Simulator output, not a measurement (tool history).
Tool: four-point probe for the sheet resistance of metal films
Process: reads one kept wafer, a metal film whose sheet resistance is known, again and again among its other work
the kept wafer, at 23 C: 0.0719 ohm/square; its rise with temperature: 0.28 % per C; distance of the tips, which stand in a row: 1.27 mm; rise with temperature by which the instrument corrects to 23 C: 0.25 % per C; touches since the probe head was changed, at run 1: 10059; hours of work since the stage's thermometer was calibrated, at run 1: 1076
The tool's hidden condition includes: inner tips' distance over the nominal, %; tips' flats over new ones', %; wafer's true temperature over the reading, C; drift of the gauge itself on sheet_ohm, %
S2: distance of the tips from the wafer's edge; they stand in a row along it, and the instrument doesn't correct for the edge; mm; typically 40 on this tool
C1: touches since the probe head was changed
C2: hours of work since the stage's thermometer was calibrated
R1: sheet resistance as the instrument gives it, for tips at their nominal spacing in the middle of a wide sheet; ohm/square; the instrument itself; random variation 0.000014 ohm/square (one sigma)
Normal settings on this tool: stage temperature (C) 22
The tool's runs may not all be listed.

Run 1, hour 0.0: usual settings; C1 10059; C2 1076. Result: R1 0.072241 ohm/square.
Run 2, hour 40.1: usual settings but S2 4 mm; C1 12087; C2 1101. Result: R1 0.075928 ohm/square.
Run 3, hour 76.8: usual settings but S2 4 mm; C1 13944; C2 1124. Result: R1 0.075967 ohm/square.
Run 4, hour 130.5: usual settings but S2 4 mm; C1 16661; C2 1157. Result: R1 0.075951 ohm/square.
Run 5, hour 188.5: usual settings but S2 4 mm; C1 19597; C2 1193. Result: R1 0.075953 ohm/square.
At hour 244.3: stage's thermometer calibrated.
Run 6, hour 245.6: usual settings but S2 4 mm; C1 22459; C2 1. Result: R1 0.075937 ohm/square.
Run 7, hour 280.5: usual settings but S2 4 mm; C1 24227; C2 22. Result: R1 0.075960 ohm/square.
Run 8, hour 333.4: usual settings but stage temperature (C) 32, S2 21 mm; C1 26902; C2 55. Result: R1 0.072572 ohm/square.
Run 9, hour 417.3: usual settings but stage temperature (C) 35, S2 3 mm; C1 31150; C2 107. Result: R1 0.078843 ohm/square.
Run 10, hour 468.1: usual settings but stage temperature (C) 35, S2 3 mm; C1 33718; C2 139. Result: R1 0.078847 ohm/square.

Run 11 has not been measured yet. What should we expect?
Run 11, hour 541.3: usual settings but stage temperature (C) 23, S2 5 mm; C1 37422; C2 184. Result: R1 ?.

{"run 11": {"R1": 0.074772}}
If the tool had no hidden condition, the same run with the same run-to-run variation would have returned R1 0.074325 ohm/square.
